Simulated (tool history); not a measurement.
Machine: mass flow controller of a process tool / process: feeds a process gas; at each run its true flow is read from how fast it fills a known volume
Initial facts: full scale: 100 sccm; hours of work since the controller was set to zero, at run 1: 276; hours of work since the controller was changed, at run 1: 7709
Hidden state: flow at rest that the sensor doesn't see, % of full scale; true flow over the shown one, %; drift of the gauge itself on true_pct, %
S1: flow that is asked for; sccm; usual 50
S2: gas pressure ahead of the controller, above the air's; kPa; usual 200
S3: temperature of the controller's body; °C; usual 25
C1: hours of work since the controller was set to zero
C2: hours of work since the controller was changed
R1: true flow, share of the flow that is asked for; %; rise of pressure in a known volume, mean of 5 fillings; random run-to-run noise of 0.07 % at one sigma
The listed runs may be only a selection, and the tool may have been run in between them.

| run | day | S1 | S2 | S3 | C1 | C2 | R1 |
|---|---|---|---|---|---|---|---|
| 1 | 0 | 50 | 200 | 25 | 276 | 7709 | 98.92 |
| 2 | 11.058 | 50 | 200 | 25 | 429 | 7861 | 98.73 |
| 3 | 25.233 | 50 | 200 | 25 | 624 | 8057 | 98.61 |
| 4 | 34.467 | 50 | 200 | 25 | 752 | 8184 | 98.51 |
| 5 | 46.321 | 50 | 200 | 25 | 915 | 8347 | 98.31 |
| 6 | 58.812 | 50 | 200 | 25 | 1087 | 8520 | 98.1 |
| 7 | 70.092 | 50 | 200 | 25 | 1243 | 8675 | 97.98 |
|  | 83.146 | controller exchanged for a calibrated one |
| 8 | 85.971 | 30 | 200 | 25 | 39 | 39 | 97.32 |
| 9 | 103.333 | 50 | 200 | 28 | 278 | 278 | 97.74 |
| 10 | 112.317 | 50 | 200 | 28 | 402 | 402 | 97.65 |
| 11 | 124.946 | 50 | 182 | 28 | 576 | 576 | 97.41 |
| 12 | 141.662 | 50 | 182 | 28 | 807 | 807 | 97.12 |
|  | 145.092 | gauge calibrated |
| 13 | 152.117 | 50 | 200 | 25 | 951 | 951 | 98.93 |
| 14 | 161.892 | 50 | 200 | 25 | 1086 | 1086 | 98.62 |
| 15 | 178.358 | 50 | 200 | 22 | 1313 | 1313 | 98.15 |
| 16 | 195.254 | 50 | 200 | 22 | 1546 | 1546 | 97.74 |
| 17 | 208.05 | 80 | 200 | 22 | 1722 | 1722 | 98.25 |
| 18 | 215.346 | 80 | 200 | 22 | 1823 | 1823 | 98.19 |
| 19 | 229.921 | 80 | 200 | 22 | 2024 | 2024 | 98.08 |
| 20 | 245.346 | 50 | 158 | 25 | 2236 | 2236 | 97.62 |
| 21 | 252.871 | 50 | 200 | 25 | 2340 | 2340 | 97.35 |
| 22 | 262.146 | 50 | 200 | 25 | 2468 | 2468 | 97.32 |
| 23 | 271.121 | 50 | 200 | 25 | 2592 | 2592 | 97.14 |
| 24 | 282.604 | 50 | 200 | 25 | 2750 | 2750 | 96.78 |
| 25 | 291.788 | 50 | 200 | 23 | 2877 | 2877 | 96.69 |
| 26 | 302.342 | 44 | 155 | 21 | 3022 | 3022 | 96.33 |
| 27 | 314.683 | 44 | 155 | 21 | 3192 | 3192 | 96.07 |
| 28 | 323.75 | 44 | 155 | 21 | 3317 | 3317 | 95.93 |
| 29 | 334.758 | 99 | 262 | 29 | 3469 | 3469 | 97.32 |
| 30 | 347.45 | 99 | 262 | 29 | 3644 | 3644 | 97.18 |
| 31 | 359.9 | 57 | 150 | 26 | 3816 | 3816 | 96.27 |
| 32 | 372.279 | 50 | 167 | 25 | 3986 | 3986 | 95.74 |
|  | 384.733 | gauge calibrated |
| 33 | 386.742 | 50 | 167 | 25 | 4186 | 4186 | 99.16 |
| 34 | 404.029 | 87 | 167 | 28 | 4424 | 4424 | 99.87 |
| 35 | 418.4 | 87 | 167 | 28 | 4622 | 4622 | 99.73 |
| 36 | 426.808 | 71 | 193 | 23 | 4738 | 4738 | 98.52 |
| 37 | 435.362 | 71 | 193 | 23 | 4856 | 4856 | 98.41 |
| 38 | 450.867 | 21 | 213 | 31 | 5070 | 5070 | 97.89 |
| 39 | 462.112 | 21 | 213 | 31 | 5225 | 5225 | 97.77 |
| 40 | 475.504 | 21 | 213 | 31 | 5410 | 5410 | 97.58 |
| 41 | 491.092 | 50 | 190 | 31 | 5625 | 5625 | 98.07 |
| 42 | 502.029 | 94 | 213 | 25 | 5775 | 5775 | 98.13 |
| 43 | 516.583 | 94 | 213 | 25 | 5976 | 5976 | 97.92 |
| 44 | 529.238 | 10 | 243 | 33 | 6151 | 6151 | 96.68 |
| 45 | 539.888 | 62 | 225 | 27 | 6297 | 6297 | 97.07 |
| 46 | 547.329 | 11 | 162 | 36 | 6400 | 6400 | 96.99 |
| 47 | 558.912 | 11 | 162 | 36 | 6560 | 6560 | 96.85 |
| 48 | 568.183 | 11 | 162 | 36 | 6688 | 6688 | 96.71 |

Some steps in R1, run to run, broken into two amounts with sign: the step expected even without the hidden condition (settings, incoming material, random variation), and the rest, left for the hidden condition together with whatever gauge scatter is not in both the measured and the hidden-condition-free result:
Run 8 -> 9: S1 30 -> 50, S3 25 -> 28. R1 +0.42 %: hidden state -0.26, all else +0.68.
Run 12 -> 13: S2 182 -> 200, S3 28 -> 25, gauge calibrated. R1 +1.81 %: hidden state +1.99, all else -0.18.
Run 28 -> 29: S1 44 -> 99, S2 155 -> 262, S3 21 -> 29. R1 +1.39 %: hidden state -0.2, all else +1.59.
Run 32 -> 33: gauge calibrated. R1 +3.42 %: hidden state +3.31, all else +0.11.
